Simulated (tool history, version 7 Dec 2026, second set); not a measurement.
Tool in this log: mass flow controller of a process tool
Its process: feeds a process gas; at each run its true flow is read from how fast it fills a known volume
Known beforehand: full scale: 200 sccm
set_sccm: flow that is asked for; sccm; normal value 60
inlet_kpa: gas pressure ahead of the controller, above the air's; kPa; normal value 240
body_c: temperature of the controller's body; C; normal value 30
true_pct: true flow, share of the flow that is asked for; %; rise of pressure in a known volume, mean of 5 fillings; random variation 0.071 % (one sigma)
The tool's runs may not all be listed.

run,hour,set_sccm,inlet_kpa,body_c,true_pct
1,0,60,240,30,97.55
2,196.1,32,240,30,94.82
3,334.4,32,240,30,94.82
4,488.5,60,240,30,97.39
5,597.8,60,142,30,96.78
6,690.1,60,142,30,96.76
7,843.2,60,142,30,96.74
8,959.5,25,240,30,92.64
9,1150.4,25,240,30,92.42
10,1310.1,25,240,30,92.25
11,1466.9,25,240,30,92.19
12,1574.5,25,240,30,91.85
13,1734.9,25,240,30,91.88
14,1821.4,25,240,30,91.82
15,1954.5,25,240,30,91.53
16,2160.1,25,240,30,91.52
17,2310.2,60,240,26,96.91
18,2432.3,60,240,26,96.95
# hour 2553.2: controller's zero set anew
19,2592.7,60,240,26,100.98
20,2793.3,60,240,26,100.89
21,3004.7,60,240,29,100.59
22,3128.1,60,240,29,100.63
23,3327,60,240,30,100.39
24,3540.6,60,240,27,100.53
25,3701.2,60,240,27,100.33
26,3915.2,60,240,26,100.51
27,4083.4,44,227,21,100.3
28,4233.6,44,227,21,100.09
29,4432.5,44,227,21,99.98
30,4624.3,60,147,30,99.57
31,4819.3,60,196,33,99.63
32,5022.6,48,240,26,99.79
33,5183.3,48,240,26,99.67
34,5293.8,60,240,33,99.73
35,5399.1,60,240,33,99.77
36,5559.4,60,169,29,99.38
37,5671.4,52,153,28,98.97
38,5818.9,116,240,28,100.82
39,5980.2,42,205,22,98.89
40,6154.1,42,205,22,98.81
41,6247.9,42,205,22,98.91
42,6437.9,64,197,21,99.89
43,6648.8,60,279,36,99.5
44,6786.3,27,180,36,96.21
45,6902.4,60,148,30,98.79
46,7086.9,60,192,24,99.31
47,7277.4,60,192,24,99.3
48,7456.4,60,192,24,99.3

Below, some changes in true_pct between adjacent runs. For each, the amount present without the hidden state too (settings, incoming material, random variation) and the amount remaining for the hidden state with gauge scatter not shared by both compared results:
Hidden conditions of the tool in this case: flow at rest that the sensor doesn't see, % of full scale; true flow over the shown one, %; drift of the gauge itself on true_pct, %.
Run 7 -> 8: set_sccm 60 -> 25, inlet_kpa 142 -> 240. true_pct -4.1 %: hidden state -4.62, all else +0.52.
Run 16 -> 17: set_sccm 25 -> 60, body_c 30 -> 26. true_pct +5.39 %: hidden state +5.32, all else +0.07.
Run 18 -> 19: controller's zero set anew. true_pct +4.03 %: hidden state +3.86, all else +0.17.
